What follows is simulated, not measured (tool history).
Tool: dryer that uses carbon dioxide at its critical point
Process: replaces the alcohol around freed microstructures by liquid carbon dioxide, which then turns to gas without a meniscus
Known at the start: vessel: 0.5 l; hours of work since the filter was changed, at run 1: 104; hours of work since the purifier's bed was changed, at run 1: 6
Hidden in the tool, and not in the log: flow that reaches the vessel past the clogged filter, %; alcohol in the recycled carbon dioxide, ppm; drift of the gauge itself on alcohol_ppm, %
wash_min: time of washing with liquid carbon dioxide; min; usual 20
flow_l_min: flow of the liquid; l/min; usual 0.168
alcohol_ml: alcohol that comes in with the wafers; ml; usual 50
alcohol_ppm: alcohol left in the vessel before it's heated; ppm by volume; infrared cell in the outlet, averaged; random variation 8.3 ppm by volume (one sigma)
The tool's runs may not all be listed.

run     day  wash_min  flow_l_min  alcohol_ml  hours of work since the filter was changed  hours of work since the purifier's bed was changed  alcohol_ppm
  1   0.000        20       0.168          50                                         104                                                   6          532
  2   0.875        20       0.168          50                                         117                                                  18          563
  3   2.271        20       0.168          50                                         137                                                  38          577
  4   4.038        20       0.134          50                                         162                                                  63         1746
  5   5.371        20       0.168          50                                         181                                                  82          611
  6   6.671        20       0.168          50                                         199                                                 101          650
  7   8.175        20       0.168          50                                         221                                                 123          667
  8   8.992        20       0.168          50                                         233                                                 134          695
  9  10.350        20       0.168          50                                         252                                                 154          729
 10  11.175        20       0.168          40                                         264                                                 165          604
 11  12.912        20       0.168         112                                         288                                                 190         1651
     13.267  -- inlet filter changed
 12  14.642        16       0.176          95                                          20                                                 214         2122
 13  16.004        22       0.239          50                                          39                                                 234           79
 14  17.846        13       0.247          89                                          65                                                 260         1022
 15  18.954        20       0.168          74                                          81                                                 276          804
 16  20.358        20       0.168          74                                         101                                                 296          829
 17  21.667        20       0.114          23                                         120                                                 314         1482
 18  23.375        20       0.168          50                                         144                                                 339          621
 19  24.412        20       0.168          50                                         159                                                 354          636
 20  25.996        20       0.168          50                                         182                                                 376          695
 21  27.242        14       0.137          57                                         199                                                 394         6466

3 ways to go on from here, each from the tool as it stands after run 21. What would each give?
  A  28.692        15       0.279          57                                         220                                                 415            ?
  B  28.692        22       0.168          37                                         220                                                 415            ?
  C  28.692        20       0.255          50                                         220                                                 415            ?

run  alcohol_ppm
  A          252
  B          366
  C          136
Without the tool's hidden state the same runs would have given:
run  alcohol_ppm
  A          102
  B          185
  C           30

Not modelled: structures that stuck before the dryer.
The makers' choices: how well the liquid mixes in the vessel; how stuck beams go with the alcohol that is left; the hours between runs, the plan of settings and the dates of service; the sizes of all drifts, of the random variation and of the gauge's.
